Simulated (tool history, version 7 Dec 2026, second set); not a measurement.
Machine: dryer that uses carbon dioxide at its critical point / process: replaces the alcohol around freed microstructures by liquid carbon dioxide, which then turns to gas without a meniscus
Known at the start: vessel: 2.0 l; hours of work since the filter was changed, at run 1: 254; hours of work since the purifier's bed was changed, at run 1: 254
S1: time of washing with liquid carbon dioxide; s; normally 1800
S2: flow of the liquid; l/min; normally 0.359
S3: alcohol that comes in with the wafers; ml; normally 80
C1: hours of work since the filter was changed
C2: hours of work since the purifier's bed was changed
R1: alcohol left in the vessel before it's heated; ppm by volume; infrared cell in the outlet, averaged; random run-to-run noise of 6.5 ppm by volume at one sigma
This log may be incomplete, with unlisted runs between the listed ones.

{"run": 1, "hour": 0.0, "S1": 1800, "S2": 0.359, "S3": 80, "C1": 254, "C2": 254, "R1": 408}
{"run": 2, "hour": 22.0, "S1": 1800, "S2": 0.359, "S3": 80, "C1": 269, "C2": 269, "R1": 410}
{"run": 3, "hour": 36.7, "S1": 1800, "S2": 0.359, "S3": 80, "C1": 280, "C2": 280, "R1": 420}
{"run": 4, "hour": 59.9, "S1": 1800, "S2": 0.359, "S3": 80, "C1": 296, "C2": 296, "R1": 427}
{"run": 5, "hour": 74.1, "S1": 1800, "S2": 0.429, "S3": 80, "C1": 306, "C2": 306, "R1": 211}
{"run": 6, "hour": 84.0, "S1": 1800, "S2": 0.429, "S3": 80, "C1": 313, "C2": 313, "R1": 220}
{"run": 7, "hour": 108.0, "S1": 1800, "S2": 0.429, "S3": 80, "C1": 331, "C2": 331, "R1": 222}
{"run": 8, "hour": 119.0, "S1": 1800, "S2": 0.359, "S3": 85, "C1": 338, "C2": 338, "R1": 478}
{"run": 9, "hour": 141.5, "S1": 1800, "S2": 0.359, "S3": 85, "C1": 354, "C2": 354, "R1": 494}
{"run": 10, "hour": 163.0, "S1": 1800, "S2": 0.359, "S3": 85, "C1": 370, "C2": 370, "R1": 498}
{"run": 11, "hour": 182.7, "S1": 1800, "S2": 0.359, "S3": 85, "C1": 384, "C2": 384, "R1": 501}
{"run": 12, "hour": 198.0, "S1": 1800, "S2": 0.359, "S3": 85, "C1": 395, "C2": 395, "R1": 495}
{"run": 13, "hour": 214.1, "S1": 1800, "S2": 0.513, "S3": 80, "C1": 406, "C2": 406, "R1": 169}
{"run": 14, "hour": 233.6, "S1": 1800, "S2": 0.513, "S3": 80, "C1": 420, "C2": 420, "R1": 156}
{"run": 15, "hour": 253.5, "S1": 1800, "S2": 0.359, "S3": 80, "C1": 434, "C2": 434, "R1": 502}
{"run": 16, "hour": 268.4, "S1": 1800, "S2": 0.359, "S3": 80, "C1": 445, "C2": 445, "R1": 500}
{"run": 17, "hour": 286.0, "S1": 1800, "S2": 0.359, "S3": 23, "C1": 457, "C2": 457, "R1": 237}
{"run": 18, "hour": 299.6, "S1": 1440, "S2": 0.516, "S3": 47, "C1": 467, "C2": 467, "R1": 226}
{"hour": 315.0, "done": "inlet filter changed"}
{"run": 19, "hour": 318.5, "S1": 2340, "S2": 0.359, "S3": 80, "C1": 2, "C2": 480, "R1": 203}
{"run": 20, "hour": 343.1, "S1": 2340, "S2": 0.337, "S3": 80, "C1": 20, "C2": 497, "R1": 236}
{"run": 21, "hour": 363.1, "S1": 2340, "S2": 0.337, "S3": 80, "C1": 34, "C2": 511, "R1": 239}
{"run": 22, "hour": 383.2, "S1": 2100, "S2": 0.222, "S3": 80, "C1": 48, "C2": 526, "R1": 1387}
{"run": 23, "hour": 400.9, "S1": 1860, "S2": 0.41, "S3": 27, "C1": 61, "C2": 538, "R1": 200}
{"run": 24, "hour": 417.6, "S1": 1860, "S2": 0.474, "S3": 31, "C1": 73, "C2": 550, "R1": 171}
{"run": 25, "hour": 440.4, "S1": 2280, "S2": 0.309, "S3": 80, "C1": 89, "C2": 566, "R1": 354}
{"run": 26, "hour": 461.0, "S1": 1140, "S2": 0.282, "S3": 22, "C1": 104, "C2": 581, "R1": 1145}
{"run": 27, "hour": 483.3, "S1": 1800, "S2": 0.359, "S3": 56, "C1": 120, "C2": 597, "R1": 389}
{"run": 28, "hour": 495.0, "S1": 1980, "S2": 0.359, "S3": 77, "C1": 128, "C2": 605, "R1": 346}
{"run": 29, "hour": 514.4, "S1": 1380, "S2": 0.359, "S3": 45, "C1": 142, "C2": 619, "R1": 721}
{"run": 30, "hour": 525.3, "S1": 2220, "S2": 0.349, "S3": 92, "C1": 150, "C2": 627, "R1": 309}
{"run": 31, "hour": 539.8, "S1": 2220, "S2": 0.245, "S3": 89, "C1": 160, "C2": 637, "R1": 987}
{"run": 32, "hour": 559.8, "S1": 2220, "S2": 0.245, "S3": 87, "C1": 174, "C2": 651, "R1": 964}
{"run": 33, "hour": 582.2, "S1": 1140, "S2": 0.245, "S3": 87, "C1": 190, "C2": 667, "R1": 5801}

Each row is a separate what-if for the run after 33, all from the same tool condition, not one after another. Results?
{"run": "A", "hour": 602.5, "S1": 1140, "S2": 0.232, "S3": 78, "C1": 205, "C2": 682, "R1": "?"}
{"run": "B", "hour": 602.5, "S1": 2040, "S2": 0.413, "S3": 38, "C1": 205, "C2": 682, "R1": "?"}
{"run": "C", "hour": 602.5, "S1": 1440, "S2": 0.559, "S3": 80, "C1": 205, "C2": 682, "R1": "?"}

run=A R1=5851
run=B R1=222
run=C R1=274
With no hidden state in the tool, these same runs would have given:
run=A R1=5333
run=B R1=30
run=C R1=78
